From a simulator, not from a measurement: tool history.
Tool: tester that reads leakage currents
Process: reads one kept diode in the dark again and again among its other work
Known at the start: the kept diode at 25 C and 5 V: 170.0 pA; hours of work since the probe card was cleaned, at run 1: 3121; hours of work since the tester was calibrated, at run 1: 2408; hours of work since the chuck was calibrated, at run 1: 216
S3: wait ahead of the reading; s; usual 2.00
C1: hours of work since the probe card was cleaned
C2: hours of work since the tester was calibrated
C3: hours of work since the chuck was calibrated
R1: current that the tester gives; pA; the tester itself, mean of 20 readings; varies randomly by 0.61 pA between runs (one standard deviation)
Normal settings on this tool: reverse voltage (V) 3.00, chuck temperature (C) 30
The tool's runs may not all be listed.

Run 1, hour 0.0: usual settings; C1 3121; C2 2408; C3 216. Result: R1 201.51 pA.
At hour 44.1: probe card cleaned and baked.
Run 2, hour 107.0: usual settings; C1 41; C2 2476; C3 284. Result: R1 201.46 pA.
Run 3, hour 209.2: usual settings; C1 109; C2 2544; C3 351. Result: R1 200.96 pA.
Run 4, hour 309.8: usual settings; C1 175; C2 2610; C3 418. Result: R1 202.11 pA.
Run 5, hour 402.1: usual settings but S3 1.32 s; C1 236; C2 2671; C3 478. Result: R1 200.75 pA.
Run 6, hour 479.1: usual settings but S3 1.32 s; C1 286; C2 2721; C3 529. Result: R1 201.39 pA.
Run 7, hour 585.8: usual settings but S3 1.32 s; C1 357; C2 2791; C3 599. Result: R1 201.52 pA.
Run 8, hour 689.5: usual settings but S3 6.06 s; C1 425; C2 2860; C3 668. Result: R1 200.79 pA.
Run 9, hour 766.8: usual settings but S3 6.06 s; C1 476; C2 2911; C3 718. Result: R1 201.02 pA.
Run 10, hour 824.5: usual settings but S3 4.03 s; C1 514; C2 2949; C3 756. Result: R1 201.20 pA.
Run 11, hour 871.7: usual settings but S3 4.03 s; C1 545; C2 2980; C3 787. Result: R1 201.11 pA.
Run 12, hour 940.1: usual settings but chuck temperature (C) 25; C1 590; C2 3025; C3 832. Result: R1 141.24 pA.
Run 13, hour 987.3: usual settings but chuck temperature (C) 25; C1 621; C2 3056; C3 864. Result: R1 140.49 pA.
Run 14, hour 1077.6: usual settings but chuck temperature (C) 25; C1 680; C2 3115; C3 923. Result: R1 140.71 pA.
Run 15, hour 1183.2: usual settings but chuck temperature (C) 25; C1 750; C2 3185; C3 992. Result: R1 140.46 pA.
Run 16, hour 1265.6: usual settings but chuck temperature (C) 25; C1 804; C2 3239; C3 1047. Result: R1 140.39 pA.
Run 17, hour 1380.2: usual settings but reverse voltage (V) 3.90; C1 879; C2 3314; C3 1122. Result: R1 224.05 pA.
Run 18, hour 1468.9: usual settings; C1 938; C2 3373; C3 1180. Result: R1 201.62 pA.
Run 19, hour 1535.4: usual settings; C1 981; C2 3416; C3 1224. Result: R1 200.81 pA.
Run 20, hour 1627.4: usual settings; C1 1042; C2 3477; C3 1285. Result: R1 201.71 pA.
Run 21, hour 1680.3: usual settings but S3 2.19 s; C1 1077; C2 3512; C3 1320. Result: R1 201.29 pA.
Run 22, hour 1739.7: usual settings but reverse voltage (V) 3.87, chuck temperature (C) 21, S3 0.60 s; C1 1116; C2 3551; C3 1359. Result: R1 116.54 pA.
Run 23, hour 1847.4: usual settings but reverse voltage (V) 1.64; C1 1187; C2 3622; C3 1430. Result: R1 160.49 pA.
Run 24, hour 1926.5: usual settings but reverse voltage (V) 1.64; C1 1239; C2 3674; C3 1482. Result: R1 160.46 pA.
Run 25, hour 2040.7: usual settings but reverse voltage (V) 1.64; C1 1314; C2 3749; C3 1557. Result: R1 159.88 pA.
Run 26, hour 2100.6: usual settings but reverse voltage (V) 1.64; C1 1353; C2 3788; C3 1596. Result: R1 160.11 pA.
Run 27, hour 2151.0: usual settings but reverse voltage (V) 14.77, chuck temperature (C) 43, S3 1.24 s; C1 1387; C2 3821; C3 1629. Result: R1 878.84 pA.
Run 28, hour 2215.5: usual settings but reverse voltage (V) 14.77, chuck temperature (C) 43, S3 1.24 s; C1 1429; C2 3864; C3 1672. Result: R1 883.62 pA.
At hour 2224.5: tester calibrated.
Run 29, hour 2291.6: usual settings but chuck temperature (C) 35, S3 8.42 s; C1 1478; C2 44; C3 1721. Result: R1 284.06 pA.
Run 30, hour 2367.8: usual settings but chuck temperature (C) 35, S3 8.42 s; C1 1528; C2 94; C3 1771. Result: R1 284.09 pA.
Run 31, hour 2479.3: usual settings but chuck temperature (C) 58, S3 5.57 s; C1 1601; C2 168; C3 1844. Result: R1 1221.85 pA.
Run 32, hour 2540.7: usual settings but chuck temperature (C) 58, S3 5.57 s; C1 1642; C2 208; C3 1885. Result: R1 1223.13 pA.
Run 33, hour 2589.3: usual settings but chuck temperature (C) 58, S3 5.57 s; C1 1674; C2 240; C3 1917. Result: R1 1220.73 pA.
At hour 2699.5: chuck's temperature calibrated.
Run 34, hour 2699.5: usual settings but chuck temperature (C) 58, S3 5.57 s; C1 1745; C2 311; C3 0. Result: R1 1219.91 pA.
Run 35, hour 2813.0: usual settings but reverse voltage (V) 2.06, S3 6.63 s; C1 1820; C2 386; C3 75. Result: R1 174.70 pA.
Run 36, hour 2872.2: usual settings but chuck temperature (C) 46; C1 1859; C2 425; C3 114. Result: R1 585.77 pA.
Run 37, hour 2932.7: usual settings but chuck temperature (C) 33; C1 1898; C2 465; C3 154. Result: R1 248.14 pA.
Run 38, hour 3022.6: usual settings but chuck temperature (C) 37; C1 1957; C2 524; C3 213. Result: R1 326.57 pA.

Run 39 comes next. What will it give?
Run 39, hour 3069.4: usual settings but reverse voltage (V) 4.30, chuck temperature (C) 22, S3 0.48 s; C1 1988; C2 555; C3 243. Result: R1 ?.

R1: 130.86 pA
Without the tool's hidden state the same run would have given R1 130.91 pA.
